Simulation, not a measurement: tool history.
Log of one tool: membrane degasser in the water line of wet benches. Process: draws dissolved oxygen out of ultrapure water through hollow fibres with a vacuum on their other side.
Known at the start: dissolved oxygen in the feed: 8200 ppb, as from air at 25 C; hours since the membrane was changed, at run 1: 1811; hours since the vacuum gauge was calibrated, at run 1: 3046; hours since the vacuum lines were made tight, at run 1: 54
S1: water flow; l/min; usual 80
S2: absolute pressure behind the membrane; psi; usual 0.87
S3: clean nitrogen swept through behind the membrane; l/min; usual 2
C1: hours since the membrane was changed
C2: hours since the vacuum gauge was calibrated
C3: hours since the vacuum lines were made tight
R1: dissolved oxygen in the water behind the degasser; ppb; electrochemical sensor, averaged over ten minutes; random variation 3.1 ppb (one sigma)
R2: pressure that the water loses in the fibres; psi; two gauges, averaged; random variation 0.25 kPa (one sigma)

run,day,S1,S2,S3,C1,C2,C3,R1,R2
1,0,80,0.87,2,1811,3046,54,312.9,9.8
2,1.783,80,0.87,2,1854,3089,97,310.3,9.844
3,4.879,50,0.87,2,1928,3164,171,193.2,6.144
4,6.379,50,0.87,2,1964,3200,207,190.7,6.166
5,9.046,80,0.87,2,2028,3264,271,312,9.841
6,11.258,80,0.87,2.29,2081,3317,324,293.7,9.863
7,14.008,80,0.87,2.29,2147,3383,390,292.6,9.831
8,15.738,80,0.87,2.29,2189,3424,431,289.3,9.876
9,18.6,80,1.323,2,2258,3493,500,547,9.861
10,21.921,80,1.323,2,2337,3573,580,539.3,9.845
11,24.225,80,0.87,2,2393,3628,635,315.4,9.912
12,25.804,80,0.87,2,2431,3666,673,314,9.822
13,29.017,80,0.754,2,2508,3743,750,254.9,9.836
14,31.221,80,0.754,2,2561,3796,803,254.6,9.825
15,33.188,55,0.87,1.24,2608,3843,850,299,6.812
16,35.933,126,1.649,1.49,2674,3909,916,1178.5,15.455
17,38.617,106,0.609,1.72,2738,3973,981,262.6,13.107
18,42.112,80,0.551,1.44,2822,4057,1064,166.3,9.831
19,45.45,113,0.87,2.54,2902,4137,1145,394.4,13.942
# day 45.7: vacuum gauge calibrated
20,48.308,93,1.272,1.42,2970,63,1213,728.6,11.487
21,50.254,93,1.272,1.42,3017,109,1259,724.3,11.523
22,51.925,93,1.272,1.42,3057,149,1299,721.3,11.517
23,55.417,80,1.778,2,3141,233,1383,765.8,9.848
24,58.738,86,1.284,0.87,3220,313,1463,905.6,10.628
# day 60.112: vacuum gauge calibrated, once more
25,61.717,52,1.284,5.54,3291,39,1534,169.9,6.427
26,63.175,80,1.221,3.19,3326,74,1569,358.5,9.909
27,65.346,111,1.432,0.99,3379,126,1621,1148.3,13.652
28,68.562,69,0.653,2.03,3456,203,1698,163.2,8.511

Forecast each of these 4 alternatives for the next run:
A,70.312,50,0.653,2.03,3498,245,1740,?,?
B,70.312,77,0.653,3,3498,245,1740,?,?
C,70.312,85,0.696,4.25,3498,245,1740,?,?
D,70.312,109,1.643,4.74,3498,245,1740,?,?

run,R1,R2
A,113.3,6.112
B,162.3,9.514
C,176.5,10.583
D,534.7,13.516
Without the tool's hidden state the same runs would have given:
run,R1,R2
A,109.8,6.01
B,155.9,9.358
C,169.3,10.409
D,525.7,13.294

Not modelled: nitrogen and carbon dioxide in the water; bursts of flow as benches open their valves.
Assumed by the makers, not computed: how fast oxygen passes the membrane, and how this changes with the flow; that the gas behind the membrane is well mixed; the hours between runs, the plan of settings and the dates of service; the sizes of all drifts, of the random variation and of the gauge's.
